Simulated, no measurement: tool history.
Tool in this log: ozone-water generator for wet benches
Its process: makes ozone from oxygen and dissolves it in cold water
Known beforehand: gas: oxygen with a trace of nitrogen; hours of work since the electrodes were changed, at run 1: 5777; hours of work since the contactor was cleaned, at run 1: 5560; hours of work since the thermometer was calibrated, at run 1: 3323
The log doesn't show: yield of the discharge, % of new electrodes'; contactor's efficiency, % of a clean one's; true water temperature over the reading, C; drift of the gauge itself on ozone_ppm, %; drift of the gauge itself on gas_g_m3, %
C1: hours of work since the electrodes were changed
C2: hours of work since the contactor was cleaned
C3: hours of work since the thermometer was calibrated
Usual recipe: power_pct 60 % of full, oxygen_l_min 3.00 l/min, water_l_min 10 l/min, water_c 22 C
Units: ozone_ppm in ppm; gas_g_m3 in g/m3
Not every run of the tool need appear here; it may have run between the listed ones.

Run 1, hour 0.0: usual settings; C1 5777; C2 5560; C3 3323. Result: ozone_ppm 21.7 ppm, gas_g_m3 208.8 g/m3.
Run 2, hour 183.1: usual settings; C1 5941; C2 5724; C3 3487. Result: ozone_ppm 21.5 ppm, gas_g_m3 207.5 g/m3.
Run 3, hour 343.5: usual settings; C1 6085; C2 5868; C3 3631. Result: ozone_ppm 21.7 ppm, gas_g_m3 204.8 g/m3.
Run 4, hour 519.1: usual settings; C1 6242; C2 6025; C3 3789. Result: ozone_ppm 21.4 ppm, gas_g_m3 206.6 g/m3.
Run 5, hour 675.4: usual settings but water_c 24 C; C1 6383; C2 6165; C3 3929. Result: ozone_ppm 20.8 ppm, gas_g_m3 206.1 g/m3.
Run 6, hour 807.7: usual settings but water_c 24 C; C1 6501; C2 6284; C3 4047. Result: ozone_ppm 20.6 ppm, gas_g_m3 206.6 g/m3.
Run 7, hour 921.5: usual settings but water_c 24 C; C1 6603; C2 6386; C3 4149. Result: ozone_ppm 20.6 ppm, gas_g_m3 202.8 g/m3.
Run 8, hour 1029.8: usual settings but water_l_min 7 l/min; C1 6700; C2 6483; C3 4247. Result: ozone_ppm 26.5 ppm, gas_g_m3 203.5 g/m3.
Run 9, hour 1173.6: usual settings but power_pct 71 % of full; C1 6829; C2 6612; C3 4375. Result: ozone_ppm 22.7 ppm, gas_g_m3 220.2 g/m3.
Run 10, hour 1340.8: usual settings but power_pct 68 % of full, oxygen_l_min 3.99 l/min, water_c 24 C; C1 6979; C2 6762; C3 4525. Result: ozone_ppm 21.0 ppm, gas_g_m3 184.2 g/m3.
Run 11, hour 1452.6: usual settings but power_pct 58 % of full, oxygen_l_min 2.51 l/min; C1 7080; C2 6862; C3 4626. Result: ozone_ppm 20.4 ppm, gas_g_m3 216.1 g/m3.
Run 12, hour 1541.3: usual settings but power_pct 58 % of full, oxygen_l_min 2.51 l/min; C1 7159; C2 6942; C3 4705. Result: ozone_ppm 20.6 ppm, gas_g_m3 216.9 g/m3.
Run 13, hour 1710.6: usual settings but power_pct 58 % of full, oxygen_l_min 2.51 l/min; C1 7311; C2 7094; C3 4857. Result: ozone_ppm 20.5 ppm, gas_g_m3 214.3 g/m3.
Run 14, hour 1894.0: usual settings but power_pct 58 % of full, oxygen_l_min 2.51 l/min; C1 7475; C2 7258; C3 5022. Result: ozone_ppm 20.2 ppm, gas_g_m3 214.4 g/m3.
Run 15, hour 2054.2: usual settings but power_pct 58 % of full, oxygen_l_min 2.51 l/min; C1 7619; C2 7402; C3 5165. Result: ozone_ppm 20.1 ppm, gas_g_m3 212.8 g/m3.
At hour 2117.8: contactor cleaned.
Run 16, hour 2172.3: usual settings but power_pct 58 % of full, oxygen_l_min 2.51 l/min; C1 7721; C2 49; C3 5268. Result: ozone_ppm 21.3 ppm, gas_g_m3 216.7 g/m3.
Run 17, hour 2292.9: usual settings but power_pct 58 % of full, oxygen_l_min 2.51 l/min; C1 7830; C2 157; C3 5376. Result: ozone_ppm 21.2 ppm, gas_g_m3 213.0 g/m3.

Branching from run 17: 5 alternative next runs. What would each branch give?
Run A, hour 2380.1: usual settings but power_pct 67 % of full, water_l_min 11 l/min; C1 7908; C2 235; C3 5454. Result: ozone_ppm ?, gas_g_m3 ?.
Run B, hour 2380.1: usual settings but oxygen_l_min 1.66 l/min, water_l_min 13 l/min, water_c 14 C; C1 7908; C2 235; C3 5454. Result: ozone_ppm ?, gas_g_m3 ?.
Run C, hour 2380.1: usual settings but power_pct 58 % of full, oxygen_l_min 5.28 l/min, water_c 14 C; C1 7908; C2 235; C3 5454. Result: ozone_ppm ?, gas_g_m3 ?.
Run D, hour 2380.1: usual settings but power_pct 72 % of full, oxygen_l_min 1.78 l/min, water_l_min 15 l/min; C1 7908; C2 235; C3 5454. Result: ozone_ppm ?, gas_g_m3 ?.
Run E, hour 2380.1: usual settings but power_pct 72 % of full, oxygen_l_min 1.64 l/min, water_l_min 14 l/min; C1 7908; C2 235; C3 5454. Result: ozone_ppm ?, gas_g_m3 ?.

run  ozone_ppm  gas_g_m3
  A       21.3     207.8
  B       18.1     266.4
  C       23.5     145.8
  D       16.3     281.2
  E       17.3     294.8
Without the tool's hidden state the same runs would have given:
run  ozone_ppm  gas_g_m3
  A       25.8     248.7
  B       21.6     315.3
  C       28.1     172.2
  D       19.9     338.8
  E       21.1     355.0

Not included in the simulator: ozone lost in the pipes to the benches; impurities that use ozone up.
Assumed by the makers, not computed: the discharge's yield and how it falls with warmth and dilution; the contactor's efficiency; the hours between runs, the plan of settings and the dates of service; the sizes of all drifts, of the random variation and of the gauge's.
